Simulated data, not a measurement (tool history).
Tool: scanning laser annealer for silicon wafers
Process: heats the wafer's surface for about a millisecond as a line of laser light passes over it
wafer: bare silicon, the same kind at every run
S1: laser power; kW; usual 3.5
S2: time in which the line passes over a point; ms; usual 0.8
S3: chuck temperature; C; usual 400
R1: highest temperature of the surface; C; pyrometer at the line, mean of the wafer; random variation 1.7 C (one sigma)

run     day     S1     S2   S3    R1
  1       0    3.5    0.8  400  1121
  2   0.346    3.5    0.8  411  1129
  3   0.512    3.5    0.8  411  1129
  4   0.812    3.5    0.8  411  1126
  5   1.038   3.54    0.8  400  1125
  6   1.233   3.54    0.8  419  1142
  7   1.429   3.54    0.8  419  1143
  8   1.646   3.54    0.8  419  1143
  9   1.812  3.206    0.8  400  1062
 10   2.154  3.147    0.8  400  1051
 11   2.471    3.5    0.8  400  1115
 12   2.704    3.5    0.8  400  1113
 13   3.083    3.5    0.8  400  1117
 14   3.346    3.5    0.8  400  1112
 15   3.517    3.5    0.8  400  1116
 16    3.85  3.356    0.8  400  1086
 17     4.2    3.5    0.8  372  1086
 18   4.542    3.5    0.8  434  1180
 19   4.862    3.5    0.8  434  1174
 20   5.104    3.5    0.8  434  1180
 21   5.475  3.229  0.946  374  1138
 22   5.792  3.148  0.661  376   977
 23   5.975    3.5  0.843  394  1160
 24   6.283  3.057    0.8  402  1061
 25   6.658    3.5   0.79  400  1138
 26   6.896  3.025    0.8  400  1052
 27   7.167    3.5    0.8  402  1146
 28   7.496    3.5    0.8  421  1164
 29   7.779    3.5    0.8  375  1115
 30   8.121  3.294  0.645  375   994
 31   8.383  3.294  0.645  375   992
 32   8.758  3.087  0.645  375   956
 33   8.958  2.981  0.645  375   936
 34   9.175  3.116  0.633  410   988
 35   9.429  3.116  0.633  410   990
 36   9.725  3.575  0.578  437  1060
 37   9.925  3.554  0.637  437  1091
 38  10.196  3.554  0.637  437  1091
 39  10.358   3.09  0.966  380  1117
 40  10.554    3.5  0.692  375  1054

Not shown: 1 entry that the log had between the listed runs. Between which runs, and how does the tool's hidden state differ before and after?
Between runs 17 and 18: window over the wafer cleaned (day 4.462)
  light that passes the window, % of a clean one's: 95.21 -> 99.76; width of the line over the set one, %: 0.97 -> 0.98
  measured less the result without the state, R1: -34 -> -3 C

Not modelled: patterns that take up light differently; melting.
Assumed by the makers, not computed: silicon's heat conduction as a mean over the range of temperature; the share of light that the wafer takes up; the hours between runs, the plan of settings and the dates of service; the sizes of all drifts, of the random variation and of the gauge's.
